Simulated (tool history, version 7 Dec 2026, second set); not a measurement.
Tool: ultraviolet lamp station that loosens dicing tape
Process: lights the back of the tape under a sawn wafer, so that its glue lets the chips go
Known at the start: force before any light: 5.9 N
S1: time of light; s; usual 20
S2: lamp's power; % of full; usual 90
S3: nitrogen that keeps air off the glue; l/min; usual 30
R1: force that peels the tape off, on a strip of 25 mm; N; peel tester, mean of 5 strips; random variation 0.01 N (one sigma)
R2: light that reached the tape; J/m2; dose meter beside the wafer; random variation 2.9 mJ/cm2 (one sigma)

Run 1, hour 0: usual settings. Result: R1 0.771 N, R2 3150 J/m2.
Run 2, hour 36.6: usual settings. Result: R1 0.765 N, R2 3150 J/m2.
Run 3, hour 81.3: usual settings. Result: R1 0.827 N, R2 3070 J/m2.
Run 4, hour 113.1: usual settings but S3 10 l/min. Result: R1 1.642 N, R2 3030 J/m2.
Run 5, hour 145.7: usual settings but S3 10 l/min. Result: R1 1.677 N, R2 3020 J/m2.
Run 6, hour 184.6: usual settings but S3 45 l/min. Result: R1 0.671 N, R2 2940 J/m2.
Run 7, hour 229.2: usual settings. Result: R1 0.626 N, R2 3430 J/m2.
Run 8, hour 270.8: usual settings. Result: R1 0.641 N, R2 3400 J/m2.
Run 9, hour 313.4: usual settings but S1 38 s. Result: R1 0.159 N, R2 6320 J/m2.
Run 10, hour 338: usual settings but S3 16 l/min. Result: R1 1.07 N, R2 3290 J/m2.
Run 11, hour 380.5: usual settings. Result: R1 0.735 N, R2 3250 J/m2.
Run 12, hour 421.2: usual settings but S1 14 s. Result: R1 1.391 N, R2 2190 J/m2.
Run 13, hour 450.2: usual settings. Result: R1 0.772 N, R2 3170 J/m2.
Run 14, hour 492.4: usual settings. Result: R1 0.797 N, R2 3110 J/m2.
Run 15, hour 525: usual settings. Result: R1 0.859 N, R2 2980 J/m2.
Run 16, hour 563.3: usual settings but S1 28 s. Result: R1 0.408 N, R2 4140 J/m2.
Run 17, hour 584.5: usual settings but S1 28 s. Result: R1 0.436 N, R2 4120 J/m2.
Run 18, hour 628.5: usual settings but S3 11 l/min. Result: R1 1.66 N, R2 2910 J/m2.
Run 19, hour 665.3: usual settings but S3 11 l/min. Result: R1 1.691 N, R2 2860 J/m2.
Run 20, hour 703.6: usual settings but S3 11 l/min. Result: R1 1.774 N, R2 2800 J/m2.
Run 21, hour 730.5: usual settings but S1 11 s. Result: R1 2.166 N, R2 1510 J/m2.
Run 22, hour 767.3: usual settings but S2 67 % of full, S3 47 l/min. Result: R1 1.27 N, R2 2050 J/m2.
Run 23, hour 794.2: usual settings but S1 24 s, S2 67 % of full, S3 58 l/min. Result: R1 0.868 N, R2 2390 J/m2.
Run 24, hour 813.6: usual settings but S1 24 s, S2 67 % of full, S3 58 l/min. Result: R1 0.871 N, R2 2380 J/m2.
Run 25, hour 850.7: usual settings but S2 97 % of full. Result: R1 0.941 N, R2 2790 J/m2.
Run 26, hour 871.5: usual settings but S1 12 s, S2 95 % of full, S3 10 l/min. Result: R1 2.554 N, R2 1960 J/m2.
Run 27, hour 904.4: usual settings but S1 12 s, S2 95 % of full, S3 11 l/min. Result: R1 2.381 N, R2 2010 J/m2.
Run 28, hour 938.9: usual settings but S1 11 s, S2 99 % of full, S3 25 l/min. Result: R1 1.899 N, R2 1860 J/m2.
Run 29, hour 978.4: usual settings but S1 32 s, S2 67 % of full, S3 22 l/min. Result: R1 0.736 N, R2 3630 J/m2.
Run 30, hour 998.4: usual settings but S2 87 % of full, S3 53 l/min. Result: R1 0.626 N, R2 2910 J/m2.
Run 31, hour 1023.2: usual settings but S1 36 s, S2 77 % of full, S3 19 l/min. Result: R1 0.262 N, R2 5960 J/m2.
Run 32, hour 1055: usual settings but S1 12 s, S2 93 % of full, S3 13 l/min. Result: R1 1.88 N, R2 2390 J/m2.
Run 33, hour 1082.8: usual settings but S1 12 s, S2 93 % of full, S3 13 l/min. Result: R1 1.963 N, R2 2370 J/m2.
Run 34, hour 1103.1: usual settings but S1 12 s, S2 93 % of full, S3 13 l/min. Result: R1 1.876 N, R2 2330 J/m2.
Run 35, hour 1140.4: usual settings but S1 12 s, S2 95 % of full, S3 10 l/min. Result: R1 2.13 N, R2 2340 J/m2.
Run 36, hour 1158.8: usual settings but S1 12 s, S2 95 % of full, S3 10 l/min. Result: R1 2.178 N, R2 2340 J/m2.
Run 37, hour 1193.3: usual settings but S1 12 s, S2 95 % of full, S3 10 l/min. Result: R1 2.241 N, R2 2300 J/m2.
Run 38, hour 1223.6: usual settings but S3 18 l/min. Result: R1 0.858 N, R2 3600 J/m2.
Run 39, hour 1262.3: usual settings but S3 18 l/min. Result: R1 0.919 N, R2 3510 J/m2.
Run 40, hour 1298.3: usual settings but S1 16 s. Result: R1 0.944 N, R2 2770 J/m2.
Run 41, hour 1325.3: usual settings but S1 16 s, S2 86 % of full, S3 39 l/min. Result: R1 0.893 N, R2 2610 J/m2.
Run 42, hour 1362.8: usual settings but S1 14 s, S2 86 % of full, S3 39 l/min. Result: R1 1.184 N, R2 2240 J/m2.

Taken out of this log: 3 entries between the listed runs. Where each belongs, and how the hidden state differs across it:
Between runs 6 and 7: window cleaned of glue's vapour (hour 219.8)
  lamp's light, % of a new lamp's: 85.5 -> 85; light that the window lets through, % of a clean one's: 84 -> 99.3
  measured less the result without the state, R1: +0.355 -> +0.195 N; R2: -1150 -> -640 J/m2
Between runs 25 and 26: window cleaned of glue's vapour (hour 866.9)
  lamp's light, % of a new lamp's: 78 -> 77.8; light that the window lets through, % of a clean one's: 82.1 -> 99.7
  measured less the result without the state, R1: +0.568 -> +0.553 N; R2: -1580 -> -580 J/m2
Between runs 30 and 31: lamp changed (hour 1023.2)
  lamp's light, % of a new lamp's: 76.3 -> 99.8; light that the window lets through, % of a clean one's: 96.2 -> 95.5
  measured less the result without the state, R1: +0.319 -> +0.029 N; R2: -1060 -> -290 J/m2

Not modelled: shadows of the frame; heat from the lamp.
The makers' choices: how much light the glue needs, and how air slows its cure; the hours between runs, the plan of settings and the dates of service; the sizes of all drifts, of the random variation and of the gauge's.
